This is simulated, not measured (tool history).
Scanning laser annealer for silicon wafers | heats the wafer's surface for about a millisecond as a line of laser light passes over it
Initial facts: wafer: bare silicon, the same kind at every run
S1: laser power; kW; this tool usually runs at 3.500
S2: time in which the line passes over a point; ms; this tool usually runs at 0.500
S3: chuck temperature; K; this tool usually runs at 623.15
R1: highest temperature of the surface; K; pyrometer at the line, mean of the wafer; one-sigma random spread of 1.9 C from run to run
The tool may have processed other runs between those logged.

run   hour     S1     S2      S3       R1
  1    0.0  3.500  0.500  623.15  1445.15
  2    8.3  3.500  0.500  623.15  1444.15
  3   15.1  3.500  0.500  623.15  1444.15
  4   19.6  3.500  0.500  623.15  1446.15
  5   26.4  3.500  0.535  623.15  1478.15
  6   36.8  3.500  0.500  623.15  1444.15
  7   41.4  3.500  0.500  623.15  1444.15
  8   51.2  3.500  0.500  623.15  1444.15
  9   61.1  3.500  0.500  623.15  1444.15
 10   66.6  3.500  0.500  623.15  1444.15
 11   73.8  3.500  0.500  623.15  1445.15
 12   78.3  3.500  0.500  623.15  1439.15
 13   86.3  3.500  0.500  623.15  1442.15
 14   93.9  3.500  0.500  623.15  1440.15
 15  100.0  3.500  0.500  587.15  1402.15
     103.5  -- laser's power meter calibrated
 16  109.7  3.500  0.500  587.15  1402.15
 17  116.1  3.500  0.500  587.15  1405.15
 18  125.2  3.298  0.567  620.15  1434.15
 19  135.6  3.100  0.392  609.15  1217.15
 20  142.6  3.293  0.465  609.15  1332.15
 21  149.4  3.082  0.422  647.15  1274.15
     156.3  -- laser's power meter calibrated, once more
 22  161.5  3.082  0.422  647.15  1273.15
 23  167.3  3.635  0.527  600.15  1472.15
 24  171.9  3.330  0.387  609.15  1267.15
 25  178.6  3.068  0.452  656.15  1299.15
 26  185.8  3.068  0.452  656.15  1300.15
 27  193.5  3.068  0.452  656.15  1303.15
 28  203.1  3.068  0.519  656.15  1352.15
 29  207.5  3.068  0.519  656.15  1350.15
 30  215.2  3.068  0.519  600.15  1299.15
 31  220.3  3.546  0.413  638.15  1377.15
 32  228.2  3.327  0.472  623.15  1354.15
 33  234.2  3.708  0.388  629.15  1377.15
 34  239.0  3.406  0.388  629.15  1303.15

Below, some changes in R1 between adjacent runs. For each, the amount present without the hidden state too (settings, incoming material, random variation) and the amount remaining for the hidden state with gauge scatter not shared by both compared results:
Hidden state at play: light that passes the window, % of a clean one's; laser's true power over the reading, %; width of the line over the set one, %; drift of the gauge itself on peak_c, C.
Run 18 -> 19: S1 3.298 -> 3.100, S2 0.567 -> 0.392, S3 620.15 -> 609.15. R1 -217.00 K: hidden state +7.00, all else -224.00.
Run 22 -> 23: S1 3.082 -> 3.635, S2 0.422 -> 0.527, S3 647.15 -> 600.15. R1 +199.00 K: hidden state -11.00, all else +210.00.
Run 23 -> 24: S1 3.635 -> 3.330, S2 0.527 -> 0.387, S3 600.15 -> 609.15. R1 -205.00 K: hidden state +10.00, all else -215.00.

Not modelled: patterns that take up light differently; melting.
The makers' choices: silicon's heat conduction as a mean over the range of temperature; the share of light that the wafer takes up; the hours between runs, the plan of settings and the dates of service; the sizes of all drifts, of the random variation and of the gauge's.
